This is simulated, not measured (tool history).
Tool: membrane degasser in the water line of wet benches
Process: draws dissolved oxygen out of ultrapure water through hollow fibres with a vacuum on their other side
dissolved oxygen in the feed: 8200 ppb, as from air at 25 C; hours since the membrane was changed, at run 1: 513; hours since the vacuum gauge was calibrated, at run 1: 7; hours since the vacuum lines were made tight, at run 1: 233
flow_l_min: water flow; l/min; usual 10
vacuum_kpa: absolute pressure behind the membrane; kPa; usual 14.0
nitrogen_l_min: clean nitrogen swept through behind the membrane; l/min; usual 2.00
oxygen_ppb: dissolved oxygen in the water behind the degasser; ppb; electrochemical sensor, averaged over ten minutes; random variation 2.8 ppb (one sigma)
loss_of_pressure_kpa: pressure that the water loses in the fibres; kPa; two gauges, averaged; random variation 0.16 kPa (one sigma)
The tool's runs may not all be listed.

run	hour	flow_l_min	vacuum_kpa	nitrogen_l_min	hours since the membrane was changed	hours since the vacuum gauge was calibrated	hours since the vacuum lines were made tight	oxygen_ppb	loss_of_pressure_kpa
1	0.0	10	14.0	2.00	513	7	233	275.6	34.63
2	49.3	10	14.0	0.82	562	57	283	443.0	34.86
3	113.2	10	14.0	0.82	626	121	346	446.5	34.66
4	151.1	10	14.0	2.00	664	159	384	281.8	34.72
5	220.7	10	27.3	2.00	734	228	454	426.8	34.39
6	251.7	10	27.3	2.00	765	259	485	433.7	34.76
7	313.3	10	14.0	2.00	826	321	547	280.3	34.92
8	357.3	10	14.0	2.00	870	365	590	284.8	35.22
9	415.1	9	14.0	2.00	928	422	648	242.4	31.53
10	444.9	12	14.0	2.00	958	452	678	362.3	42.28
11	476.2	12	14.0	2.00	989	484	709	364.2	42.52
12	515.3	12	14.0	2.00	1029	523	749	362.2	42.25
13	545.2	12	14.0	2.00	1058	553	778	365.5	42.33
14	591.8	12	14.0	2.00	1105	599	825	362.1	42.30
15	626.6	10	34.9	2.00	1140	634	860	515.5	35.58
16	687.3	10	12.4	2.06	1201	695	921	260.1	35.47
# hour 697.2: gauge calibrated
17	719.9	7	9.8	0.99	1233	727	953	183.2	24.07
18	782.1	7	9.8	0.99	1295	789	1015	183.9	24.33
19	812.1	10	8.6	1.59	1325	819	1045	231.8	34.86
20	881.0	9	14.0	0.82	1394	888	1114	392.7	31.51
21	938.1	11	19.7	1.16	1451	945	1171	530.7	38.22
22	969.2	8	19.7	3.99	1482	977	1202	179.6	27.94
23	1038.7	12	14.0	1.55	1552	1046	1272	404.4	42.21
24	1078.3	7	12.9	0.95	1592	1086	1312	239.1	24.24
25	1133.7	7	15.5	0.80	1647	1141	1367	324.0	24.76
26	1197.8	7	15.5	0.80	1711	1205	1431	318.7	24.52
27	1252.0	7	15.5	0.80	1765	1259	1485	315.1	24.67
28	1324.7	10	11.0	2.00	1838	1332	1558	248.9	35.27
29	1378.2	7	32.1	2.43	1891	1386	1611	276.4	24.46

3 ways to go on from here, each from the tool as it stands after run 29. What would each give?
A	1441.0	7	23.1	2.38	1954	1448	1674	?	?
B	1441.0	9	30.5	3.37	1954	1448	1674	?	?
C	1441.0	10	32.1	2.43	1954	1448	1674	?	?

run	oxygen_ppb	loss_of_pressure_kpa
A	216.9	24.87
B	299.0	31.83
C	436.7	35.61
Without the tool's hidden state the same runs would have given:
run	oxygen_ppb	loss_of_pressure_kpa
A	216.8	24.23
B	298.9	31.01
C	436.5	34.70
